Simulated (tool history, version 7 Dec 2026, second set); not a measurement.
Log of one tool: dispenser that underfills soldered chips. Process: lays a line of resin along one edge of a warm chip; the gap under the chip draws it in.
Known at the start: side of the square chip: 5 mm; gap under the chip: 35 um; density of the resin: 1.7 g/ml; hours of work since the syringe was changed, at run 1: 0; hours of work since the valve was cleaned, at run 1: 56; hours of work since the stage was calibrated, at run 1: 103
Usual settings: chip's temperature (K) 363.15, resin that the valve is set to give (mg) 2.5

run   hour  chip's temperature (K)  resin that the valve is set to give (mg)  hours of work since the syringe was changed  hours of work since the valve was cleaned  hours of work since the stage was calibrated  time until the resin shows at the far edge (s)  resin that the valve gave (mg)
  1      0                  363.15                                       2.5                                            0                                         56                                           103                                            25.8                            2.37
  2    7.7                  363.15                                      2.49                                            5                                         61                                           108                                            31.5                            2.39
      11.3  -- new syringe of resin
  3   12.6                  363.15                                       2.5                                            1                                         64                                           112                                            27.3                            2.38
  4   16.9                  363.15                                       2.5                                            4                                         67                                           115                                            31.3                            2.33
  5   21.3                  363.15                                       2.5                                            7                                         70                                           118                                            36.3                            2.35
      22.6  -- new syringe of resin
  6   24.9                  363.15                                       2.5                                            2                                         73                                           120                                            27.1                            2.33
  7   31.9                  363.15                                      2.35                                            7                                         78                                           125                                            34.7                             2.2
      34.3  -- new syringe of resin
  8   39.8                  363.15                                      2.35                                            4                                         83                                           131                                            31.8                            2.19
      45.4  -- new syringe of resin
  9   46.6                  363.15                                      2.35                                            1                                         88                                           135                                            27.7                             2.2
 10   50.6                  363.15                                      3.12                                            4                                         91                                           138                                            30.1                            2.85
 11   54.5                  363.15                                      3.12                                            7                                         93                                           141                                            33.6                            2.86
      56.4  -- new syringe of resin
 12   62.5                  363.15                                      3.12                                            4                                         99                                           146                                              30                            2.84
      67.6  -- new syringe of resin
 13   67.7                  363.15                                      3.12                                            0                                        102                                           150                                            25.7                            2.83
 14   72.4                  363.15                                      3.12                                            3                                        106                                           153                                            29.9                            2.82
 15     78                  363.15                                      3.12                                            7                                        110                                           157                                            34.2                            2.83
        79  -- new syringe of resin
 16   82.1                  363.15                                       2.5                                            2                                        112                                           160                                            28.1                            2.25
 17   85.8                  363.15                                       2.5                                            5                                        115                                           163                                              32                            2.23
 18   89.4                  363.15                                      2.94                                            7                                        118                                           165                                            34.9                            2.61
      90.1  -- new syringe of resin
 19   93.9                  363.15                                      2.94                                            3                                        121                                           168                                            28.9                            2.65
     101.1  -- new syringe of resin
 20  101.1                  358.15                                      2.26                                            0                                        126                                           173                                            32.7                            2.02
 21  108.4                  362.15                                      2.32                                            5                                        131                                           178                                            35.6                            2.01
     112.1  -- new syringe of resin
 22  114.4                  354.15                                      3.12                                            2                                        135                                           182                                            38.9                            2.74
 23  121.7                  368.15                                      2.12                                            7                                        140                                           187                                            31.2                            1.85
     123.5  -- new syringe of resin
     125.8  -- dispensing valve cleaned and set on the balance
 24  128.5                  376.15                                      2.42                                            3                                          2                                           191                                              19                            2.41
 25  132.1                  376.15                                      3.13                                            5                                          4                                           194                                            20.8                            3.08
     135.4  -- new syringe of resin
 26  135.9                  358.15                                      2.42                                            0                                          7                                           196                                            32.3                            2.37
 27  142.1                  358.15                                      2.84                                            5                                         11                                           201                                            37.3                             2.8
     146.6  -- new syringe of resin
 28  146.6                  358.15                                      2.84                                            0                                         14                                           204                                            31.7                            2.78
 29  152.4                  351.15                                      3.13                                            4                                         18                                           208                                            48.6                            3.05
       158  -- new syringe of resin
 30  158.5                  351.15                                      3.13                                            0                                         23                                           212                                            41.2                            3.07
 31  164.2                  372.15                                      2.65                                            4                                         27                                           216                                            23.1                            2.59
     169.3  -- new syringe of resin
 32  171.8                  368.15                                      2.21                                            2                                         32                                           221                                            23.9                            2.18
 33  175.8                  357.15                                      2.68                                            5                                         35                                           224                                            39.9                            2.59
     180.5  -- new syringe of resin
 34  184.1                  367.15                                      2.62                                            3                                         40                                           230                                            25.2                            2.55
 35  188.2                  367.15                                      2.62                                            5                                         43                                           233                                            27.6                             2.5

The same runs without the tool's hidden state, with the same run-to-run variation:
The hidden state here: resin's viscosity, % of fresh resin's; dose that the valve gives, % of what is set; true chip temperature over the reading, C; drift of the gauge itself on fill_s, %; drift of the gauge itself on given_mg, %.
run  time until the resin shows at the far edge (s)  resin that the valve gave (mg)
  1                                            25.5                            2.49
  2                                            24.5                            2.52
  3                                            25.6                            2.52
  4                                            25.7                            2.48
  5                                              26                            2.51
  6                                            24.9                             2.5
  7                                            25.7                            2.36
  8                                            26.1                            2.37
  9                                            25.8                            2.39
 10                                              25                             3.1
 11                                            24.9                            3.13
 12                                            24.3                            3.12
 13                                            25.2                            3.13
 14                                            25.3                            3.12
 15                                            24.4                            3.15
 16                                            24.7                            2.51
 17                                            25.1                            2.49
 18                                            24.7                            2.93
 19                                            25.6                            2.98
 20                                              31                            2.28
 21                                            27.2                            2.29
 22                                              35                            3.13
 23                                            21.8                            2.12
 24                                            16.3                            2.42
 25                                              16                             3.1
 26                                              31                             2.4
 27                                            29.6                            2.84
 28                                            30.7                            2.83
 29                                            39.4                            3.11
 30                                            39.1                            3.15
 31                                            18.5                            2.66
 32                                            21.1                            2.25
 33                                            31.3                            2.68
 34                                            21.9                            2.65
 35                                            21.1                            2.61
